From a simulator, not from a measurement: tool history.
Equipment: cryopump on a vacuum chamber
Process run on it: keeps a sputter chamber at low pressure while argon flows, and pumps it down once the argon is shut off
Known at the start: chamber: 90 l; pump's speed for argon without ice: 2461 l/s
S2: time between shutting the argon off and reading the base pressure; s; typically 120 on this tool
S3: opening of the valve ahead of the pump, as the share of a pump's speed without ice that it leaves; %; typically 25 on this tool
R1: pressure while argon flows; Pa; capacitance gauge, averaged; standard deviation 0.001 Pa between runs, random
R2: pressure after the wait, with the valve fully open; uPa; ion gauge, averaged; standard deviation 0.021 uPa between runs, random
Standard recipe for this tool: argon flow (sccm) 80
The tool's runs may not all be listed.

run 1 hour=0 | argon_flow_(sccm)=80 S2=120 S3=25 | R1=0.2416 R2=0.79
run 2 hour=24.4 | argon_flow_(sccm)=80 S2=120 S3=25 | R1=0.2422 R2=0.82
run 3 hour=48.9 | argon_flow_(sccm)=80 S2=120 S3=25 | R1=0.2411 R2=0.85
run 4 hour=63 | argon_flow_(sccm)=80 S2=120 S3=25 | R1=0.2397 R2=0.83
run 5 hour=90 | argon_flow_(sccm)=80 S2=120 S3=25 | R1=0.2435 R2=0.86
run 6 hour=117.8 | argon_flow_(sccm)=80 S2=120 S3=25 | R1=0.2422 R2=0.87
run 7 hour=143.1 | argon_flow_(sccm)=98 S2=120 S3=25 | R1=0.301 R2=0.88
run 8 hour=167.3 | argon_flow_(sccm)=98 S2=120 S3=25 | R1=0.2994 R2=0.82
run 9 hour=194.3 | argon_flow_(sccm)=98 S2=120 S3=25 | R1=0.3002 R2=0.85
run 10 hour=209.6 | argon_flow_(sccm)=98 S2=120 S3=25 | R1=0.2995 R2=0.89
run 11 hour=235.4 | argon_flow_(sccm)=98 S2=120 S3=25 | R1=0.3012 R2=0.88
run 12 hour=265.1 | argon_flow_(sccm)=98 S2=120 S3=25 | R1=0.3013 R2=0.89
run 13 hour=280.7 | argon_flow_(sccm)=35 S2=120 S3=25 | R1=0.1084 R2=0.88
-- hour=299.1 pump warmed up, emptied and cooled again
run 14 hour=301.2 | argon_flow_(sccm)=35 S2=120 S3=25 | R1=0.0986 R2=0.73
run 15 hour=332.5 | argon_flow_(sccm)=156 S2=120 S3=25 | R1=0.4306 R2=0.71
run 16 hour=363.6 | argon_flow_(sccm)=156 S2=120 S3=25 | R1=0.4321 R2=0.73
run 17 hour=378.6 | argon_flow_(sccm)=156 S2=120 S3=25 | R1=0.4332 R2=0.77
run 18 hour=403.2 | argon_flow_(sccm)=102 S2=30 S3=26 | R1=0.2719 R2=1.65
run 19 hour=429 | argon_flow_(sccm)=54 S2=30 S3=26 | R1=0.1444 R2=1.64
run 20 hour=444.7 | argon_flow_(sccm)=80 S2=70 S3=25 | R1=0.222 R2=0.96
run 21 hour=470.6 | argon_flow_(sccm)=80 S2=117 S3=25 | R1=0.2218 R2=0.8
run 22 hour=487.4 | argon_flow_(sccm)=80 S2=117 S3=25 | R1=0.2236 R2=0.77
run 23 hour=508.5 | argon_flow_(sccm)=80 S2=117 S3=25 | R1=0.2233 R2=0.77
run 24 hour=540.4 | argon_flow_(sccm)=47 S2=43 S3=38 | R1=0.0871 R2=1.34
run 25 hour=572.4 | argon_flow_(sccm)=37 S2=142 S3=43 | R1=0.0615 R2=0.73
run 26 hour=586.8 | argon_flow_(sccm)=52 S2=91 S3=30 | R1=0.1225 R2=0.84
run 27 hour=608.5 | argon_flow_(sccm)=81 S2=136 S3=30 | R1=0.1906 R2=0.74
run 28 hour=623.5 | argon_flow_(sccm)=36 S2=120 S3=25 | R1=0.1007 R2=0.76
run 29 hour=654 | argon_flow_(sccm)=80 S2=208 S3=26 | R1=0.2167 R2=0.65
run 30 hour=684.9 | argon_flow_(sccm)=144 S2=91 S3=21 | R1=0.4795 R2=0.87
run 31 hour=707.7 | argon_flow_(sccm)=144 S2=91 S3=21 | R1=0.4796 R2=0.89
run 32 hour=722.9 | argon_flow_(sccm)=144 S2=91 S3=21 | R1=0.4819 R2=0.95
run 33 hour=742.6 | argon_flow_(sccm)=80 S2=120 S3=46 | R1=0.1261 R2=0.77

4 options for the next run, each taken on its own from the tool as it stands now. Forecast them:
run A hour=757.8 | argon_flow_(sccm)=36 S2=120 S3=25 | R1=? R2=?
run B hour=757.8 | argon_flow_(sccm)=74 S2=181 S3=50 | R1=? R2=?
run C hour=757.8 | argon_flow_(sccm)=80 S2=251 S3=44 | R1=? R2=?
run D hour=757.8 | argon_flow_(sccm)=80 S2=120 S3=53 | R1=? R2=?

run=A R1=0.1018 R2=0.82
run=B R1=0.1081 R2=0.72
run=C R1=0.1304 R2=0.64
run=D R1=0.111 R2=0.85
The same runs, with their run-to-run variation unchanged, on a tool lacking any hidden condition would have given:
run=A R1=0.0988 R2=0.43
run=B R1=0.1018 R2=0.35
run=C R1=0.1236 R2=0.25
run=D R1=0.1042 R2=0.45

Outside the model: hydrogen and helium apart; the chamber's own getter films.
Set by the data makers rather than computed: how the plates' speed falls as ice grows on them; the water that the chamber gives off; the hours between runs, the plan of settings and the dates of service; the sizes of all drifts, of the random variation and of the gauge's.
